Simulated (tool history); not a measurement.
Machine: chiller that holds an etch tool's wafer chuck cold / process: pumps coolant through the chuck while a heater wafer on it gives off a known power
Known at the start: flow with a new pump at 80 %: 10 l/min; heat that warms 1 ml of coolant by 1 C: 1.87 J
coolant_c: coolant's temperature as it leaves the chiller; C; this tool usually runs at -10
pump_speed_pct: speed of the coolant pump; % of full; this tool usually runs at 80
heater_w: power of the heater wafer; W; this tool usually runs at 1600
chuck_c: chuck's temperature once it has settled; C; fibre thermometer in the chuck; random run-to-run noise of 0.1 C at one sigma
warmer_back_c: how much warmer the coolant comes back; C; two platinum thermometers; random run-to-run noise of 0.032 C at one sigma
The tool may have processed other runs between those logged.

Run 1, hour 0: usual settings. Result: chuck_c 1.8 C, warmer_back_c 5.19 C.
Run 2, hour 25.5: usual settings. Result: chuck_c 1.8 C, warmer_back_c 5.15 C.
Run 3, hour 52.1: usual settings. Result: chuck_c 1.9 C, warmer_back_c 5.13 C.
Run 4, hour 74.8: usual settings but coolant_c -12 C. Result: chuck_c -0.1 C, warmer_back_c 5.19 C.
Run 5, hour 91: usual settings but coolant_c -12 C, heater_w 1067 W. Result: chuck_c -4.1 C, warmer_back_c 3.43 C.
Run 6, hour 118.5: usual settings but heater_w 1752 W. Result: chuck_c 3 C, warmer_back_c 5.59 C.
Run 7, hour 138.3: usual settings but heater_w 1752 W. Result: chuck_c 2.8 C, warmer_back_c 5.65 C.
Run 8, hour 166: usual settings but heater_w 1752 W. Result: chuck_c 2.8 C, warmer_back_c 5.65 C.
Run 9, hour 185: usual settings. Result: chuck_c 2.1 C, warmer_back_c 5.18 C.
Run 10, hour 215.8: usual settings. Result: chuck_c 1.9 C, warmer_back_c 5.15 C.
Run 11, hour 240.5: usual settings. Result: chuck_c 1.6 C, warmer_back_c 5.12 C.
Run 12, hour 255.5: usual settings but pump_speed_pct 89 % of full. Result: chuck_c 1 C, warmer_back_c 4.63 C.
Run 13, hour 291.6: usual settings but coolant_c -9 C, heater_w 963 W. Result: chuck_c -1.9 C, warmer_back_c 3.08 C.
Run 14, hour 317.8: usual settings but coolant_c -16 C, heater_w 1577 W. Result: chuck_c -4.2 C, warmer_back_c 5.06 C.
Run 15, hour 333.9: usual settings but coolant_c -4 C, pump_speed_pct 91 % of full. Result: chuck_c 7.1 C, warmer_back_c 4.54 C.
Run 16, hour 364.7: usual settings but coolant_c -13 C, heater_w 829 W. Result: chuck_c -6.9 C, warmer_back_c 2.66 C.
Run 17, hour 385.2: usual settings but coolant_c -20 C. Result: chuck_c -8.1 C, warmer_back_c 5.17 C.
Run 18, hour 417.8: usual settings but coolant_c -17 C, pump_speed_pct 63 % of full, heater_w 2315 W. Result: chuck_c 3 C, warmer_back_c 9.58 C.
Run 19, hour 453.7: usual settings but coolant_c -16 C, pump_speed_pct 75 % of full, heater_w 1128 W. Result: chuck_c -7.4 C, warmer_back_c 3.88 C.
Run 20, hour 489.1: usual settings but coolant_c -16 C, pump_speed_pct 60 % of full, heater_w 1204 W. Result: chuck_c -5.2 C, warmer_back_c 5.24 C.
Run 21, hour 514.1: usual settings but coolant_c -4 C, pump_speed_pct 76 % of full, heater_w 1355 W. Result: chuck_c 6.4 C, warmer_back_c 4.59 C.
Run 22, hour 549: usual settings but coolant_c -4 C, pump_speed_pct 76 % of full, heater_w 1355 W. Result: chuck_c 6.3 C, warmer_back_c 4.58 C.

Here are 4 independent what-if runs from the current tool condition. What would each one return?
Run A, hour 572.3: usual settings but coolant_c -14 C, heater_w 1355 W. Result: chuck_c ?, warmer_back_c ?.
Run B, hour 572.3: usual settings but coolant_c -8 C, pump_speed_pct 91 % of full, heater_w 1053 W. Result: chuck_c ?, warmer_back_c ?.
Run C, hour 572.3: usual settings but pump_speed_pct 96 % of full, heater_w 1424 W. Result: chuck_c ?, warmer_back_c ?.
Run D, hour 572.3: usual settings but heater_w 810 W. Result: chuck_c ?, warmer_back_c ?.

run  chuck_c  warmer_back_c
  A     -3.7           4.36
  B     -0.8           2.93
  C     -0.4           3.76
  D     -3.7            2.6
What these runs would have given with no unlogged condition in the tool:
run  chuck_c  warmer_back_c
  A     -3.8           4.34
  B     -0.9           2.91
  C     -0.6           3.74
  D     -3.8           2.59
